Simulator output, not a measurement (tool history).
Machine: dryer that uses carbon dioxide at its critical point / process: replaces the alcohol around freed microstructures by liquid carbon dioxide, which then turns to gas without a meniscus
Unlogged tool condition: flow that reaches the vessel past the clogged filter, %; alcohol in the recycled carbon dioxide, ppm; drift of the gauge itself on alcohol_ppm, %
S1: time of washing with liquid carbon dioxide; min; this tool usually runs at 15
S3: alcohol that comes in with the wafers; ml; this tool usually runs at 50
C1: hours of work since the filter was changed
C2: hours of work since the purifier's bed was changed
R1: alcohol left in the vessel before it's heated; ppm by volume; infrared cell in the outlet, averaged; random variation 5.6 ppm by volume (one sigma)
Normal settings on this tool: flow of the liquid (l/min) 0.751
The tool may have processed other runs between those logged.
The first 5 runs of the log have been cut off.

Run 6, hour 53.6: usual settings; C1 89; C2 373. Result: R1 292 ppm by volume.
Run 7, hour 68.8: usual settings; C1 101; C2 384. Result: R1 298 ppm by volume.
Run 8, hour 81: usual settings; C1 110; C2 393. Result: R1 310 ppm by volume.
Run 9, hour 88.8: usual settings; C1 115; C2 399. Result: R1 310 ppm by volume.
Run 10, hour 95.4: usual settings; C1 120; C2 403. Result: R1 324 ppm by volume.
Run 11, hour 103.3: usual settings; C1 126; C2 409. Result: R1 320 ppm by volume.
Run 12, hour 113.8: usual settings; C1 134; C2 417. Result: R1 323 ppm by volume.
Run 13, hour 123.2: usual settings; C1 141; C2 424. Result: R1 327 ppm by volume.
Run 14, hour 132.3: usual settings; C1 147; C2 431. Result: R1 325 ppm by volume.
Run 15, hour 141.1: usual settings but S3 24 ml; C1 154; C2 437. Result: R1 229 ppm by volume.
Run 16, hour 155.8: usual settings; C1 165; C2 448. Result: R1 346 ppm by volume.
Run 17, hour 169.1: usual settings but S1 13 min; C1 175; C2 458. Result: R1 540 ppm by volume.
Run 18, hour 184.3: usual settings but flow of the liquid (l/min) 0.8; C1 186; C2 469. Result: R1 303 ppm by volume.
Run 19, hour 199.2: usual settings but S1 11 min, flow of the liquid (l/min) 0.541, S3 30 ml; C1 197; C2 480. Result: R1 1386 ppm by volume.
Run 20, hour 208.9: usual settings but S1 11 min, flow of the liquid (l/min) 0.541, S3 30 ml; C1 204; C2 487. Result: R1 1394 ppm by volume.
Run 21, hour 216.8: usual settings but S1 11 min, flow of the liquid (l/min) 0.541, S3 30 ml; C1 210; C2 493. Result: R1 1380 ppm by volume.
Run 22, hour 230.8: usual settings but S1 11 min, flow of the liquid (l/min) 0.541, S3 30 ml; C1 220; C2 503. Result: R1 1388 ppm by volume.
Run 23, hour 238.5: usual settings but S1 16 min, flow of the liquid (l/min) 0.814, S3 55 ml; C1 226; C2 509. Result: R1 251 ppm by volume.

Expected results for the next run?
Run 24, hour 249.9: usual settings but S1 14 min, flow of the liquid (l/min) 0.959, S3 93 ml; C1 234; C2 517. Result: R1 ?.

Run 24 measured R1 333 ppm by volume.
The same run, on a tool lacking any hidden state, would have yielded R1 117 ppm by volume.

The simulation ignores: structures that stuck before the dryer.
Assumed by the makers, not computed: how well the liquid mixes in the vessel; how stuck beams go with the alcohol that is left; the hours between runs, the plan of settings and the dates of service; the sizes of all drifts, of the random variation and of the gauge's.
